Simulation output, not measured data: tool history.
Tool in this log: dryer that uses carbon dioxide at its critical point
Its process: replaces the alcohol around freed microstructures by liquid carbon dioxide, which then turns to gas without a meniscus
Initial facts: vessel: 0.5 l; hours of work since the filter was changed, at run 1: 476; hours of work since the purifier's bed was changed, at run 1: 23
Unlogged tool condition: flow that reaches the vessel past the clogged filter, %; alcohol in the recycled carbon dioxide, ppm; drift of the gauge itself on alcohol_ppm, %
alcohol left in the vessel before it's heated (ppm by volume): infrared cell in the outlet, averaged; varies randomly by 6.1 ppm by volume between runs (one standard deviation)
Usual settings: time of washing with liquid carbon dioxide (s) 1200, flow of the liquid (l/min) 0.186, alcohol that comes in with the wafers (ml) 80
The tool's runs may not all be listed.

| run | hour | time of washing with liquid carbon dioxide (s) | flow of the liquid (l/min) | alcohol that comes in with the wafers (ml) | hours of work since the filter was changed | hours of work since the purifier's bed was changed | alcohol left in the vessel before it's heated (ppm by volume) |
|---|---|---|---|---|---|---|---|
| 1 | 0 | 1200 | 0.186 | 80 | 476 | 23 | 388 |
|  | 5 | inlet filter changed |
| 2 | 11.6 | 1200 | 0.186 | 80 | 3 | 28 | 254 |
| 3 | 18.1 | 1200 | 0.186 | 80 | 6 | 32 | 252 |
| 4 | 29.5 | 1200 | 0.186 | 80 | 12 | 37 | 266 |
| 5 | 35.7 | 1200 | 0.186 | 80 | 15 | 40 | 251 |
| 6 | 47.1 | 1200 | 0.186 | 80 | 21 | 46 | 262 |
| 7 | 52.8 | 1200 | 0.186 | 80 | 23 | 49 | 251 |
| 8 | 61.8 | 1200 | 0.186 | 80 | 28 | 53 | 272 |
| 9 | 70.9 | 1200 | 0.186 | 80 | 32 | 57 | 259 |
| 10 | 76.9 | 1320 | 0.194 | 34 | 35 | 60 | 53 |
| 11 | 87.1 | 1320 | 0.194 | 34 | 40 | 65 | 52 |
| 12 | 92.7 | 780 | 0.194 | 89 | 43 | 68 | 2203 |
| 13 | 103.4 | 1380 | 0.194 | 92 | 48 | 73 | 97 |
| 14 | 109 | 840 | 0.219 | 80 | 51 | 76 | 745 |

Predict the results of run 15:
| 15 | 118.6 | 1800 | 0.186 | 37 | 56 | 81 | ? |

Run 15 produced alcohol left in the vessel before it's heated (ppm by volume) 29.
On a tool with no hidden condition, and with the same random variation, this run would have come out at alcohol left in the vessel before it's heated (ppm by volume) 8.
